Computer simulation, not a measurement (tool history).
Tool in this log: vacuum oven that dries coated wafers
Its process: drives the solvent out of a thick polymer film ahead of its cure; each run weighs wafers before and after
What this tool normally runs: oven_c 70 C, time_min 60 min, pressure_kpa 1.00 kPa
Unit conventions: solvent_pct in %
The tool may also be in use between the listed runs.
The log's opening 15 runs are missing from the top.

run    hour  oven_c  time_min  pressure_kpa  solvent_pct
 16   951.1      63        60          1.00         3.92
 17  1021.6      63        60          0.50         3.76
 18  1086.5      70        60          1.00         2.18
 19  1136.9      70        60          1.00         2.31
 20  1197.0      70        60          1.00         2.25
 21  1276.7      82        46          1.00         1.13
 22  1348.9      65        71          1.08         2.81
 23  1401.6      62        49          0.50         5.53
 24  1449.0      70        62          2.77         2.74
 25  1505.9      70        69          2.29         2.18
 26  1581.6      75        84          2.29         1.06
 27  1631.4      70        81          0.53         1.25
 28  1695.7      63        43          2.05         6.53
 29  1777.3      83        40          1.00         1.44
 30  1822.2      83        40          1.00         1.41
 31  1871.8      70        38          0.56         4.58
 32  1912.8      70        38          0.56         4.63
 33  1982.2      70        60          2.43         2.88
 34  2049.3      66        42          2.53         5.98
 35  2123.1      72        53          1.01         2.47
 36  2206.5      80        60          2.11         1.17
 37  2263.0      78        40          1.16         2.54

Alternative continuations, all from the tool just after run 37; predict every row:
  A  2350.6      69        82          1.39            ?
  B  2350.6      73        82          1.10            ?
  C  2350.6      70        68          1.00            ?

run  solvent_pct
  A         1.72
  B         0.95
  C         2.10
What these runs would have given with no unlogged condition in the tool:
run  solvent_pct
  A         1.34
  B         0.68
  C         1.68

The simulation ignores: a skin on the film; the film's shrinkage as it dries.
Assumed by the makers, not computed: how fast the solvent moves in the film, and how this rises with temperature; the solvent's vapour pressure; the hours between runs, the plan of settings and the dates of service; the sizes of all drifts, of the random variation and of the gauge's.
